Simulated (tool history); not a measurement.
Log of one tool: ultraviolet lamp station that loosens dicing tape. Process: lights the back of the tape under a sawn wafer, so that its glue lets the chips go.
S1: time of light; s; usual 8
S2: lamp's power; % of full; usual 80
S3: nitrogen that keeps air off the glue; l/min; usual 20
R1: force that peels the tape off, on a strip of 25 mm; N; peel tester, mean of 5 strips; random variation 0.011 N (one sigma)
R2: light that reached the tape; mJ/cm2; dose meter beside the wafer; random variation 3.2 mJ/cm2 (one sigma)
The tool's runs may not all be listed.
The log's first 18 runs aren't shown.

Run 19, hour 302.3: usual settings but S1 11 s. Result: R1 0.484 N, R2 487 mJ/cm2.
Run 20, hour 318.5: usual settings but S1 10 s. Result: R1 0.61 N, R2 438 mJ/cm2.
Run 21, hour 338.2: usual settings. Result: R1 1.067 N, R2 355 mJ/cm2.
Run 22, hour 362.4: usual settings but S3 10 l/min. Result: R1 1.511 N, R2 343 mJ/cm2.
Run 23, hour 382.2: usual settings but S1 9 s, S2 76 % of full. Result: R1 0.92 N, R2 367 mJ/cm2.
Run 24, hour 405.2: usual settings but S1 9 s, S2 76 % of full. Result: R1 0.977 N, R2 364 mJ/cm2.
Run 25, hour 418.7: usual settings but S1 14 s, S2 75 % of full, S3 10 l/min. Result: R1 0.566 N, R2 555 mJ/cm2.
Run 26, hour 437.9: usual settings but S1 5 s, S2 81 % of full, S3 6 l/min. Result: R1 3.4 N, R2 217 mJ/cm2.
At hour 447.7: window cleaned of glue's vapour.
Run 27, hour 464.2: usual settings but S1 5 s, S2 71 % of full, S3 6 l/min. Result: R1 4.184 N, R2 176 mJ/cm2.
Run 28, hour 480.9: usual settings but S1 10 s, S2 71 % of full, S3 6 l/min. Result: R1 1.927 N, R2 347 mJ/cm2.

Run 29 comes next. What will it give?
Run 29, hour 506.8: usual settings but S1 5 s, S2 61 % of full, S3 29 l/min. Result: R1 ?, R2 ?.

Run 29 gave R1 3.165 N, R2 145 mJ/cm2.
Without the tool's hidden state the same run would have given R1 1.818 N, R2 231 mJ/cm2.
